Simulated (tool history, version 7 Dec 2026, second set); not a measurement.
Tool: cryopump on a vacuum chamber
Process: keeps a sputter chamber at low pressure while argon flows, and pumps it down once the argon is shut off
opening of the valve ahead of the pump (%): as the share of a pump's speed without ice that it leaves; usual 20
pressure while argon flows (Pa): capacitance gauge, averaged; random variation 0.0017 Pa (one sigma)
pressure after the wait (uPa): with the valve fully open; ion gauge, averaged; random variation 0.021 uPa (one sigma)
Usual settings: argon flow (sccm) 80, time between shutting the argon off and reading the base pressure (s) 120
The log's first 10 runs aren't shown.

run   hour  argon flow (sccm)  time between shutting the argon off and reading the base pressure (s)  opening of the valve ahead of the pump (%)  pressure while argon flows (Pa)  pressure after the wait (uPa)
 11  242.9                 80                                                                    120                                          41                           0.2078                           1.77
 12  259.9                 80                                                                    120                                          40                           0.2119                           1.88
 13  290.5                 80                                                                    120                                          40                           0.2128                           1.84
 14  317.3                 59                                                                    120                                          40                           0.1576                           1.82
 15  353.2                 80                                                                    120                                          20                           0.4144                           1.85
 16  377.2                 80                                                                    120                                          20                           0.4167                           1.86
 17  412.7                 80                                                                    120                                          20                           0.4153                           1.95
 18  431.1                121                                                                    120                                          42                           0.3081                           1.97
 19  450.7                 52                                                                    163                                          30                           0.1829                           1.86
 20  465.3                 52                                                                    163                                          42                           0.1331                           1.83
 21  489.5                 79                                                                    120                                          53                           0.1612                           1.95
 22  508.2                 80                                                                     60                                          26                           0.3261                           2.26
 23  522.8                 43                                                                     23                                          28                           0.1627                           3.15
 24  545.6                 45                                                                    256                                          48                           0.1021                           1.82
 25  560.6                 82                                                                     28                                          33                           0.2646                           2.92
 26  591.2                 82                                                                    242                                          52                           0.1720                           1.78
 27  624.0                 78                                                                    117                                          31                           0.2666                           2.04
 28  649.2                 80                                                                    120                                          50                           0.1769                           1.98
 29  668.9                 82                                                                     65                                          17                           0.5032                           2.25
 30  685.0                 52                                                                     88                                          20                           0.2747                           2.04
 31  703.7                 33                                                                     70                                          45                           0.0806                           2.19
 32  733.1                 56                                                                     29                                          33                           0.1818                           3.00
 33  749.4                 34                                                                    271                                          24                           0.1496                           1.89

Forecast each of these 4 alternatives for the next run:
  A  779.7                156                                                                     82                                          28                                ?                              ?
  B  779.7                 50                                                                    278                                          32                                ?                              ?
  C  779.7                 80                                                                    120                                          20                                ?                              ?
  D  779.7                 34                                                                    271                                          33                                ?                              ?

run  pressure while argon flows (Pa)  pressure after the wait (uPa)
  A                           0.5937                           2.18
  B                           0.1681                           1.89
  C                           0.4189                           2.01
  D                           0.1110                           1.86
Without the tool's hidden state the same runs would have given:
run  pressure while argon flows (Pa)  pressure after the wait (uPa)
  A                           0.5667                           0.61
  B                           0.1594                           0.31
  C                           0.4051                           0.46
  D                           0.1051                           0.33
